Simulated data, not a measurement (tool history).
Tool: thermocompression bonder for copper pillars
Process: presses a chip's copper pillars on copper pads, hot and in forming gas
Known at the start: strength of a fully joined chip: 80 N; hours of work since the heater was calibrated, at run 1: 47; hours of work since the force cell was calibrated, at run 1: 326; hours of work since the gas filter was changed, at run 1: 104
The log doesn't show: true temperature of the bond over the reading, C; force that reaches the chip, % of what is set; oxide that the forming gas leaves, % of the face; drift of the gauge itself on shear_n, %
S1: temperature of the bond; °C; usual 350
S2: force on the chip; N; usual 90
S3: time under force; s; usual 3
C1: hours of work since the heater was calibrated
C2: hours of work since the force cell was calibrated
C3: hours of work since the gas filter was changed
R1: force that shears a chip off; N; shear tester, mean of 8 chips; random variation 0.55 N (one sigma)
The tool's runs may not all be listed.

Run 1, day 0.000: usual settings; C1 47; C2 326; C3 104. Result: R1 55.1 N.
Run 2, day 0.658: usual settings; C1 56; C2 335; C3 113. Result: R1 54.0 N.
Run 3, day 1.825: usual settings; C1 72; C2 351; C3 129. Result: R1 54.4 N.
Run 4, day 2.992: usual settings but S1 367 °C; C1 88; C2 367; C3 145. Result: R1 58.9 N.
Run 5, day 3.975: usual settings but S2 101 N; C1 101; C2 381; C3 159. Result: R1 57.1 N.
Run 6, day 4.829: usual settings but S2 101 N, S3 2 s; C1 113; C2 392; C3 170. Result: R1 52.4 N.
Run 7, day 6.208: usual settings but S2 101 N, S3 2 s; C1 132; C2 411; C3 189. Result: R1 52.0 N.
Run 8, day 7.612: usual settings but S1 327 °C; C1 151; C2 430; C3 208. Result: R1 47.2 N.
Run 9, day 8.362: usual settings; C1 161; C2 440; C3 219. Result: R1 54.4 N.
Run 10, day 9.804: usual settings but S2 120 N; C1 181; C2 460; C3 238. Result: R1 62.0 N.
Run 11, day 11.333: usual settings but S2 129 N, S3 6 s; C1 202; C2 481; C3 259. Result: R1 67.8 N.
Run 12, day 12.454: usual settings but S1 355 °C; C1 217; C2 496; C3 274. Result: R1 55.2 N.
Run 13, day 13.142: usual settings but S1 355 °C; C1 227; C2 506; C3 284. Result: R1 54.4 N.
Run 14, day 13.792: usual settings but S1 355 °C; C1 235; C2 515; C3 293. Result: R1 54.3 N.
At day 13.942: heater calibrated with a thermocouple chip.
Run 15, day 15.108: usual settings but S1 365 °C, S2 134 N; C1 16; C2 531; C3 310. Result: R1 64.8 N.
Run 16, day 16.046: usual settings but S2 64 N, S3 7 s; C1 29; C2 544; C3 322. Result: R1 55.1 N.
At day 16.154: forming gas filter changed.
Run 17, day 17.592: usual settings but S1 363 °C, S3 4 s; C1 50; C2 565; C3 20. Result: R1 63.3 N.
Run 18, day 18.925: usual settings but S1 340 °C, S2 57 N; C1 68; C2 583; C3 38. Result: R1 40.9 N.
At day 19.338: heater calibrated with a thermocouple chip, once more.
Run 19, day 20.150: usual settings but S1 358 °C, S2 82 N, S3 2 s; C1 11; C2 599; C3 53. Result: R1 51.2 N.

Run 20 comes next. What will it give?
Run 20, day 21.271: usual settings but S1 330 °C, S2 82 N, S3 2 s; C1 26; C2 614; C3 69. Result: R1 ?.

{"run 20": {"R1": 42.9}}
Without the tool's hidden state the same run would have given R1 42.3 N.

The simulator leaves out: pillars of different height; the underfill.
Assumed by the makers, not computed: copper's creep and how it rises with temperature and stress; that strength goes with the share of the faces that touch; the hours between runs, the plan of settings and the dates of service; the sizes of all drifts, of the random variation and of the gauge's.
